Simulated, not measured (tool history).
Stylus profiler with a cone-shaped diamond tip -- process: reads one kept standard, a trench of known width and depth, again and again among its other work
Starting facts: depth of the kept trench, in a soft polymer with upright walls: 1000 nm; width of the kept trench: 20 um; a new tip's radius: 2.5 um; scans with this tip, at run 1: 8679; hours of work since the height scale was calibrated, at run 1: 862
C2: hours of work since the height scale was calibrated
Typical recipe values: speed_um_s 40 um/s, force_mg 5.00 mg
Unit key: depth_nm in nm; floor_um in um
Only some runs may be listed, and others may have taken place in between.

run 1 hour=0.0 | speed_um_s=40 force_mg=5.00 | scans_with_this_tip=8679 C2=862 | depth_nm=1009.53 floor_um=15.91
run 2 hour=109.4 | speed_um_s=40 force_mg=5.00 | scans_with_this_tip=9156 C2=909 | depth_nm=1009.51 floor_um=15.88
run 3 hour=162.6 | speed_um_s=40 force_mg=5.00 | scans_with_this_tip=9387 C2=932 | depth_nm=1010.19 floor_um=15.91
run 4 hour=274.1 | speed_um_s=40 force_mg=5.00 | scans_with_this_tip=9872 C2=981 | depth_nm=1009.92 floor_um=15.91
run 5 hour=355.7 | speed_um_s=40 force_mg=5.00 | scans_with_this_tip=10227 C2=1016 | depth_nm=1009.81 floor_um=15.89
run 6 hour=426.2 | speed_um_s=40 force_mg=5.00 | scans_with_this_tip=10534 C2=1046 | depth_nm=1009.61 floor_um=15.94
run 7 hour=473.2 | speed_um_s=40 force_mg=12.36 | scans_with_this_tip=10739 C2=1067 | depth_nm=1017.67 floor_um=15.99
run 8 hour=556.9 | speed_um_s=40 force_mg=5.68 | scans_with_this_tip=11103 C2=1103 | depth_nm=1010.26 floor_um=15.98
run 9 hour=643.4 | speed_um_s=40 force_mg=5.68 | scans_with_this_tip=11480 C2=1140 | depth_nm=1010.63 floor_um=15.96
run 10 hour=753.8 | speed_um_s=40 force_mg=5.00 | scans_with_this_tip=11960 C2=1188 | depth_nm=1009.44 floor_um=15.88
run 11 hour=864.0 | speed_um_s=105 force_mg=5.00 | scans_with_this_tip=12439 C2=1236 | depth_nm=1009.44 floor_um=15.83
run 12 hour=919.9 | speed_um_s=105 force_mg=5.00 | scans_with_this_tip=12683 C2=1260 | depth_nm=1009.40 floor_um=15.82
run 13 hour=998.5 | speed_um_s=105 force_mg=5.00 | scans_with_this_tip=13025 C2=1294 | depth_nm=1009.47 floor_um=15.84
run 14 hour=1092.1 | speed_um_s=105 force_mg=5.00 | scans_with_this_tip=13432 C2=1334 | depth_nm=1009.65 floor_um=15.83
run 15 hour=1184.3 | speed_um_s=105 force_mg=5.00 | scans_with_this_tip=13834 C2=1374 | depth_nm=1009.49 floor_um=15.81
run 16 hour=1254.2 | speed_um_s=40 force_mg=5.00 | scans_with_this_tip=14138 C2=1404 | depth_nm=1009.60 floor_um=15.89
run 17 hour=1302.1 | speed_um_s=40 force_mg=5.00 | scans_with_this_tip=14346 C2=1425 | depth_nm=1009.64 floor_um=15.94
run 18 hour=1381.2 | speed_um_s=40 force_mg=11.65 | scans_with_this_tip=14691 C2=1459 | depth_nm=1016.79 floor_um=15.91
run 19 hour=1435.1 | speed_um_s=135 force_mg=11.65 | scans_with_this_tip=14925 C2=1482 | depth_nm=1017.09 floor_um=15.79
run 20 hour=1496.5 | speed_um_s=135 force_mg=11.65 | scans_with_this_tip=15192 C2=1509 | depth_nm=1016.57 floor_um=15.82
run 21 hour=1567.2 | speed_um_s=135 force_mg=11.65 | scans_with_this_tip=15500 C2=1540 | depth_nm=1016.72 floor_um=15.87
run 22 hour=1669.3 | speed_um_s=135 force_mg=11.65 | scans_with_this_tip=15944 C2=1584 | depth_nm=1016.85 floor_um=15.87
run 23 hour=1765.9 | speed_um_s=135 force_mg=11.65 | scans_with_this_tip=16364 C2=1625 | depth_nm=1016.71 floor_um=15.83
run 24 hour=1861.4 | speed_um_s=19 force_mg=2.64 | scans_with_this_tip=16780 C2=1667 | depth_nm=1006.25 floor_um=15.92
run 25 hour=1972.7 | speed_um_s=19 force_mg=2.64 | scans_with_this_tip=17265 C2=1715 | depth_nm=1006.25 floor_um=16.01
run 26 hour=2031.4 | speed_um_s=40 force_mg=9.68 | scans_with_this_tip=17520 C2=1740 | depth_nm=1014.96 floor_um=15.96
run 27 hour=2096.7 | speed_um_s=65 force_mg=8.40 | scans_with_this_tip=17804 C2=1768 | depth_nm=1013.13 floor_um=15.84
run 28 hour=2183.7 | speed_um_s=22 force_mg=3.51 | scans_with_this_tip=18183 C2=1806 | depth_nm=1007.87 floor_um=15.98
run 29 hour=2237.0 | speed_um_s=114 force_mg=4.85 | scans_with_this_tip=18415 C2=1829 | depth_nm=1009.55 floor_um=15.78
-- hour=2315.9 new tip fitted, height scale calibrated
run 30 hour=2343.1 | speed_um_s=131 force_mg=2.25 | scans_with_this_tip=119 C2=12 | depth_nm=1005.25 floor_um=15.69
run 31 hour=2414.0 | speed_um_s=89 force_mg=1.95 | scans_with_this_tip=427 C2=42 | depth_nm=1004.72 floor_um=15.76
run 32 hour=2515.8 | speed_um_s=40 force_mg=3.49 | scans_with_this_tip=871 C2=86 | depth_nm=1007.60 floor_um=15.96
run 33 hour=2588.0 | speed_um_s=85 force_mg=6.63 | scans_with_this_tip=1185 C2=118 | depth_nm=1011.54 floor_um=15.86
run 34 hour=2689.4 | speed_um_s=85 force_mg=6.63 | scans_with_this_tip=1626 C2=161 | depth_nm=1011.49 floor_um=15.86
run 35 hour=2774.8 | speed_um_s=85 force_mg=6.63 | scans_with_this_tip=1997 C2=198 | depth_nm=1011.54 floor_um=15.84
run 36 hour=2857.0 | speed_um_s=22 force_mg=11.41 | scans_with_this_tip=2355 C2=234 | depth_nm=1016.46 floor_um=15.97
run 37 hour=2914.2 | speed_um_s=30 force_mg=1.86 | scans_with_this_tip=2604 C2=259 | depth_nm=1005.08 floor_um=15.90
run 38 hour=3004.0 | speed_um_s=30 force_mg=4.96 | scans_with_this_tip=2995 C2=297 | depth_nm=1009.59 floor_um=15.94
run 39 hour=3085.3 | speed_um_s=30 force_mg=4.96 | scans_with_this_tip=3349 C2=333 | depth_nm=1009.41 floor_um=15.97
run 40 hour=3133.9 | speed_um_s=77 force_mg=2.85 | scans_with_this_tip=3561 C2=354 | depth_nm=1006.66 floor_um=15.82
run 41 hour=3224.4 | speed_um_s=29 force_mg=11.10 | scans_with_this_tip=3954 C2=393 | depth_nm=1016.33 floor_um=15.99
run 42 hour=3284.9 | speed_um_s=85 force_mg=5.00 | scans_with_this_tip=4218 C2=419 | depth_nm=1009.76 floor_um=15.85
run 43 hour=3353.8 | speed_um_s=85 force_mg=5.00 | scans_with_this_tip=4518 C2=449 | depth_nm=1009.43 floor_um=15.83
run 44 hour=3427.6 | speed_um_s=85 force_mg=5.00 | scans_with_this_tip=4839 C2=481 | depth_nm=1009.54 floor_um=15.90
run 45 hour=3514.6 | speed_um_s=21 force_mg=11.41 | scans_with_this_tip=5217 C2=518 | depth_nm=1016.65 floor_um=15.92
run 46 hour=3620.0 | speed_um_s=21 force_mg=11.41 | scans_with_this_tip=5676 C2=564 | depth_nm=1016.74 floor_um=15.97

Hidden state at the last listed run before each entry between runs and at the first one after, where it differs:
In the gap between runs 29 and 30: new tip fitted, height scale calibrated (hour 2315.9)
  radius of the tip, um: 2.52 -> 2.5; height scale over the true one, %: -0.002 -> 0
  measured minus no-state result, floor_um: -0.02 -> +0.00 um
